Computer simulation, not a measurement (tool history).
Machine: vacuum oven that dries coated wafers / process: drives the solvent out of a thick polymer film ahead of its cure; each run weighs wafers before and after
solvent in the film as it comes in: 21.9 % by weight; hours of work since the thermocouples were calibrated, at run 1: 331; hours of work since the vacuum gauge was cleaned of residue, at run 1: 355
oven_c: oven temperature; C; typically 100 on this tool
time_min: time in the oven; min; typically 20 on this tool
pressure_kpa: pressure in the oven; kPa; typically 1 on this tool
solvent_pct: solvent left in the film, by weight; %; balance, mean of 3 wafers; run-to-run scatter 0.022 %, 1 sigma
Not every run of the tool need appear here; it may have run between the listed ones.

run,hour,oven_c,time_min,pressure_kpa,hours of work since the thermocouples were calibrated,hours of work since the vacuum gauge was cleaned of residue,solvent_pct
1,0,100,20,1,331,355,1.08
2,24,100,20,1,348,373,1.08
3,40.8,100,20,1,361,385,1.07
4,66,100,20,1,379,403,1.1
5,87.6,100,20,0.57,394,419,0.9
6,103.4,86,20,0.57,406,430,4.07
7,120.4,86,20,0.57,418,442,4.03
8,135.7,98,20,0.57,429,453,1.21
9,156.8,98,20,0.57,444,469,1.19
10,174.1,98,20,0.57,457,481,1.2
11,198.4,98,20,0.57,474,498,1.19
12,221.6,100,20,1.38,491,515,1.23
13,248.9,109,17,0.67,511,535,0.5
14,260.8,105,20,0.7,519,544,0.53
15,273.7,105,20,0.7,529,553,0.53
16,285.3,93,28,0.7,537,561,1.15
17,307.7,93,20,0.63,553,577,2.14
18,325.2,93,20,0.63,566,590,2.14
19,346.7,93,20,0.63,581,605,2.07
20,365.9,109,20,1.09,595,619,0.53
21,383.8,110,28,0.61,608,632,0.25
22,407.4,110,28,0.61,625,649,0.26
23,429.5,94,33,0.51,641,665,0.66

4 options for the next run, each taken on its own from the tool as it stands now. Forecast them:
A,456.1,91,20,2.96,660,684,?
B,456.1,111,33,2.28,660,684,?
C,456.1,94,13,0.51,660,684,?
D,456.1,102,27,0.51,660,684,?

run,solvent_pct
A,3.76
B,0.69
C,3.87
D,0.42
Had the tool no hidden state, the same runs would have come out as:
run,solvent_pct
A,3.69
B,0.62
C,3.82
D,0.33
